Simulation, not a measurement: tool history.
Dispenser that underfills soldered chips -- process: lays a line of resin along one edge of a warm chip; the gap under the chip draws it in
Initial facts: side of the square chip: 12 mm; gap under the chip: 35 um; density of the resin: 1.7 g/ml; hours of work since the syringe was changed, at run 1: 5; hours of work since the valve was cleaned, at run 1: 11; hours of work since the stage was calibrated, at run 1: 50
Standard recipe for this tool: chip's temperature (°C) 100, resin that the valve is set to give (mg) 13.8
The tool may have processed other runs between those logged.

run	hour	chip's temperature (°C)	resin that the valve is set to give (mg)	hours of work since the syringe was changed	hours of work since the valve was cleaned	hours of work since the stage was calibrated	time until the resin shows at the far edge (s)	resin that the valve gave (mg)
1	0.0	100	13.8	5	11	50	136.6	13.62
2	5.8	100	13.8	9	15	54	171.4	13.51
# hour 9.5: new syringe of resin
3	13.4	100	13.8	3	20	59	117.4	13.63
4	19.4	102	13.8	7	24	63	136.8	13.47
# hour 25.9: new syringe of resin
5	29.1	102	13.8	2	31	70	106.5	13.47
6	38.4	102	13.8	9	37	76	150.7	13.35
# hour 42.7: new syringe of resin
7	48.8	102	13.8	4	44	83	123.4	13.27
8	58.6	102	13.8	11	51	90	179.6	13.23
# hour 59.9: new syringe of resin
9	65.2	102	13.8	4	55	94	115.5	13.14
# hour 76.8: new syringe of resin
10	77.4	102	13.8	0	64	103	97.8	13.18
11	86.3	96	17.4	7	70	109	164.3	16.25
# hour 93.8: new syringe of resin
12	98.6	98	14.3	3	78	117	131.4	13.35
# hour 108.4: dispensing valve cleaned and set on the balance
13	108.4	98	14.3	9	0	123	182.5	14.42
# hour 111.8: new syringe of resin
14	118.9	97	12.3	5	7	131	146.4	12.24
15	124.6	97	12.3	9	11	134	181.8	12.24

Hidden state or all else? Some run-to-run changes of time until the resin shows at the far edge (s), split into what the settings, what came in and random variation would give without the hidden state, and what is left for the hidden state (with any gauge scatter that isn't in both results):
The tool's hidden condition here consists of: resin's viscosity, % of fresh resin's; dose that the valve gives, % of what is set; true chip temperature over the reading, C; drift of the gauge itself on fill_s, %; drift of the gauge itself on given_mg, %.
Run 8 -> 9: new syringe of resin. time until the resin shows at the far edge (s) -64.1: hidden state -62.6, all else -1.5.
Run 10 -> 11: chip's temperature (°C) 102 -> 96, resin that the valve is set to give (mg) 13.8 -> 17.4. time until the resin shows at the far edge (s) +66.5: hidden state +46.0, all else +20.5.

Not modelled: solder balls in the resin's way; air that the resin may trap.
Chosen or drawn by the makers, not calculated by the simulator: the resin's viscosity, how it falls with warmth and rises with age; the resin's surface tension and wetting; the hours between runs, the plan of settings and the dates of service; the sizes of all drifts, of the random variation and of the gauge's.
